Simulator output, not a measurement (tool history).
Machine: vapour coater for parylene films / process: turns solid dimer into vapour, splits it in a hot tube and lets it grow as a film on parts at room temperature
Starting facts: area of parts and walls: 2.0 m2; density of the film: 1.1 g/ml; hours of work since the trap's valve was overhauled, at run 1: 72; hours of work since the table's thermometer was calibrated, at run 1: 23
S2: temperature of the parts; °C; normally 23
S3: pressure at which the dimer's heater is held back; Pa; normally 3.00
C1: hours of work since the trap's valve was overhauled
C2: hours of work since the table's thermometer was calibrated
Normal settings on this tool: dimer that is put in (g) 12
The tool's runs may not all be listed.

run 1 hour=0.0 | dimer_that_is_put_in_(g)=12 S2=23 S3=3.00 | C1=72 C2=23 | thickness_of_the_film_(um)=3.66
run 2 hour=62.0 | dimer_that_is_put_in_(g)=12 S2=23 S3=3.00 | C1=114 C2=65 | thickness_of_the_film_(um)=3.62
run 3 hour=111.4 | dimer_that_is_put_in_(g)=12 S2=23 S3=3.00 | C1=148 C2=98 | thickness_of_the_film_(um)=3.67
run 4 hour=161.2 | dimer_that_is_put_in_(g)=12 S2=23 S3=3.00 | C1=182 C2=132 | thickness_of_the_film_(um)=3.59
run 5 hour=225.7 | dimer_that_is_put_in_(g)=12 S2=23 S3=7.26 | C1=226 C2=176 | thickness_of_the_film_(um)=2.90
run 6 hour=285.0 | dimer_that_is_put_in_(g)=12 S2=23 S3=3.00 | C1=266 C2=216 | thickness_of_the_film_(um)=3.57
run 7 hour=343.3 | dimer_that_is_put_in_(g)=12 S2=28 S3=3.00 | C1=305 C2=256 | thickness_of_the_film_(um)=3.15
run 8 hour=409.9 | dimer_that_is_put_in_(g)=12 S2=28 S3=3.00 | C1=351 C2=301 | thickness_of_the_film_(um)=3.19
run 9 hour=456.2 | dimer_that_is_put_in_(g)=12 S2=28 S3=3.00 | C1=382 C2=333 | thickness_of_the_film_(um)=3.11
run 10 hour=512.3 | dimer_that_is_put_in_(g)=12 S2=28 S3=3.00 | C1=420 C2=371 | thickness_of_the_film_(um)=3.05
run 11 hour=558.6 | dimer_that_is_put_in_(g)=12 S2=23 S3=3.00 | C1=452 C2=402 | thickness_of_the_film_(um)=3.39
run 12 hour=604.8 | dimer_that_is_put_in_(g)=12 S2=22 S3=3.00 | C1=483 C2=434 | thickness_of_the_film_(um)=3.53
-- hour=627.8 trap's valve overhauled
run 13 hour=667.7 | dimer_that_is_put_in_(g)=12 S2=22 S3=3.00 | C1=27 C2=474 | thickness_of_the_film_(um)=3.69
run 14 hour=717.2 | dimer_that_is_put_in_(g)=12 S2=22 S3=3.00 | C1=61 C2=508 | thickness_of_the_film_(um)=3.70
run 15 hour=777.8 | dimer_that_is_put_in_(g)=12 S2=24 S3=3.00 | C1=102 C2=549 | thickness_of_the_film_(um)=3.55
run 16 hour=824.1 | dimer_that_is_put_in_(g)=12 S2=24 S3=3.00 | C1=133 C2=580 | thickness_of_the_film_(um)=3.48
run 17 hour=887.6 | dimer_that_is_put_in_(g)=12 S2=24 S3=3.00 | C1=177 C2=624 | thickness_of_the_film_(um)=3.42
run 18 hour=939.6 | dimer_that_is_put_in_(g)=12 S2=24 S3=3.00 | C1=212 C2=659 | thickness_of_the_film_(um)=3.46
run 19 hour=969.3 | dimer_that_is_put_in_(g)=12 S2=24 S3=3.00 | C1=232 C2=679 | thickness_of_the_film_(um)=3.47
run 20 hour=1032.6 | dimer_that_is_put_in_(g)=12 S2=24 S3=3.00 | C1=275 C2=722 | thickness_of_the_film_(um)=3.44
run 21 hour=1079.9 | dimer_that_is_put_in_(g)=12 S2=24 S3=3.00 | C1=307 C2=754 | thickness_of_the_film_(um)=3.42
run 22 hour=1139.3 | dimer_that_is_put_in_(g)=12 S2=24 S3=3.00 | C1=348 C2=795 | thickness_of_the_film_(um)=3.42
run 23 hour=1193.3 | dimer_that_is_put_in_(g)=12 S2=24 S3=3.00 | C1=385 C2=831 | thickness_of_the_film_(um)=3.36
run 24 hour=1233.1 | dimer_that_is_put_in_(g)=12 S2=28 S3=4.20 | C1=412 C2=858 | thickness_of_the_film_(um)=2.85
run 25 hour=1283.4 | dimer_that_is_put_in_(g)=12 S2=28 S3=4.20 | C1=446 C2=893 | thickness_of_the_film_(um)=2.81
run 26 hour=1311.0 | dimer_that_is_put_in_(g)=13 S2=28 S3=6.90 | C1=465 C2=912 | thickness_of_the_film_(um)=2.70
-- hour=1360.6 trap's valve overhauled
run 27 hour=1378.2 | dimer_that_is_put_in_(g)=14 S2=16 S3=8.81 | C1=12 C2=955 | thickness_of_the_film_(um)=3.80
run 28 hour=1441.2 | dimer_that_is_put_in_(g)=14 S2=16 S3=8.81 | C1=55 C2=997 | thickness_of_the_film_(um)=3.83
run 29 hour=1501.3 | dimer_that_is_put_in_(g)=14 S2=34 S3=8.81 | C1=96 C2=1038 | thickness_of_the_film_(um)=2.45
run 30 hour=1555.4 | dimer_that_is_put_in_(g)=14 S2=34 S3=8.81 | C1=132 C2=1075 | thickness_of_the_film_(um)=2.45
run 31 hour=1611.4 | dimer_that_is_put_in_(g)=10 S2=33 S3=6.07 | C1=171 C2=1113 | thickness_of_the_film_(um)=1.96
run 32 hour=1675.5 | dimer_that_is_put_in_(g)=6 S2=27 S3=4.92 | C1=214 C2=1157 | thickness_of_the_film_(um)=1.40
run 33 hour=1706.1 | dimer_that_is_put_in_(g)=6 S2=27 S3=4.92 | C1=235 C2=1177 | thickness_of_the_film_(um)=1.42
run 34 hour=1753.4 | dimer_that_is_put_in_(g)=16 S2=23 S3=6.20 | C1=267 C2=1210 | thickness_of_the_film_(um)=3.97
run 35 hour=1797.9 | dimer_that_is_put_in_(g)=16 S2=23 S3=6.20 | C1=297 C2=1240 | thickness_of_the_film_(um)=3.90
run 36 hour=1832.7 | dimer_that_is_put_in_(g)=16 S2=23 S3=6.20 | C1=321 C2=1264 | thickness_of_the_film_(um)=3.92
run 37 hour=1883.2 | dimer_that_is_put_in_(g)=7 S2=17 S3=11.96 | C1=355 C2=1298 | thickness_of_the_film_(um)=1.65
run 38 hour=1927.7 | dimer_that_is_put_in_(g)=10 S2=23 S3=11.09 | C1=386 C2=1328 | thickness_of_the_film_(um)=2.08
run 39 hour=1991.7 | dimer_that_is_put_in_(g)=12 S2=23 S3=10.41 | C1=429 C2=1372 | thickness_of_the_film_(um)=2.53
run 40 hour=2030.5 | dimer_that_is_put_in_(g)=12 S2=23 S3=10.41 | C1=456 C2=1398 | thickness_of_the_film_(um)=2.53
-- hour=2094.4 trap's valve overhauled
run 41 hour=2095.4 | dimer_that_is_put_in_(g)=7 S2=22 S3=10.41 | C1=1 C2=1440 | thickness_of_the_film_(um)=1.59
run 42 hour=2132.2 | dimer_that_is_put_in_(g)=6 S2=30 S3=2.90 | C1=26 C2=1465 | thickness_of_the_film_(um)=1.52
run 43 hour=2194.8 | dimer_that_is_put_in_(g)=6 S2=21 S3=2.90 | C1=68 C2=1507 | thickness_of_the_film_(um)=1.87
run 44 hour=2236.1 | dimer_that_is_put_in_(g)=6 S2=21 S3=2.90 | C1=96 C2=1535 | thickness_of_the_film_(um)=1.85
run 45 hour=2285.2 | dimer_that_is_put_in_(g)=7 S2=19 S3=6.90 | C1=130 C2=1569 | thickness_of_the_film_(um)=1.76
run 46 hour=2336.0 | dimer_that_is_put_in_(g)=7 S2=19 S3=6.90 | C1=164 C2=1603 | thickness_of_the_film_(um)=1.88

Had the tool no unlogged condition, and each run kept its random variation, what would the results have been?
Hidden state at play: vapour lost through the trap's worn valve, %; true temperature of the parts over the reading, C; drift of the gauge itself on film_um, %.
run=1 thickness_of_the_film_(um)=3.69
run=2 thickness_of_the_film_(um)=3.66
run=3 thickness_of_the_film_(um)=3.73
run=4 thickness_of_the_film_(um)=3.66
run=5 thickness_of_the_film_(um)=2.97
run=6 thickness_of_the_film_(um)=3.68
run=7 thickness_of_the_film_(um)=3.27
run=8 thickness_of_the_film_(um)=3.32
run=9 thickness_of_the_film_(um)=3.24
run=10 thickness_of_the_film_(um)=3.20
run=11 thickness_of_the_film_(um)=3.56
run=12 thickness_of_the_film_(um)=3.72
run=13 thickness_of_the_film_(um)=3.74
run=14 thickness_of_the_film_(um)=3.76
run=15 thickness_of_the_film_(um)=3.62
run=16 thickness_of_the_film_(um)=3.57
run=17 thickness_of_the_film_(um)=3.52
run=18 thickness_of_the_film_(um)=3.57
run=19 thickness_of_the_film_(um)=3.59
run=20 thickness_of_the_film_(um)=3.57
run=21 thickness_of_the_film_(um)=3.57
run=22 thickness_of_the_film_(um)=3.59
run=23 thickness_of_the_film_(um)=3.54
run=24 thickness_of_the_film_(um)=3.01
run=25 thickness_of_the_film_(um)=2.98
run=26 thickness_of_the_film_(um)=2.87
run=27 thickness_of_the_film_(um)=3.86
run=28 thickness_of_the_film_(um)=3.92
run=29 thickness_of_the_film_(um)=2.52
run=30 thickness_of_the_film_(um)=2.53
run=31 thickness_of_the_film_(um)=2.03
run=32 thickness_of_the_film_(um)=1.46
run=33 thickness_of_the_film_(um)=1.48
run=34 thickness_of_the_film_(um)=4.16
run=35 thickness_of_the_film_(um)=4.09
run=36 thickness_of_the_film_(um)=4.12
run=37 thickness_of_the_film_(um)=1.74
run=38 thickness_of_the_film_(um)=2.21
run=39 thickness_of_the_film_(um)=2.70
run=40 thickness_of_the_film_(um)=2.70
run=41 thickness_of_the_film_(um)=1.63
run=42 thickness_of_the_film_(um)=1.56
run=43 thickness_of_the_film_(um)=1.94
run=44 thickness_of_the_film_(um)=1.91
run=45 thickness_of_the_film_(um)=1.83
run=46 thickness_of_the_film_(um)=1.96
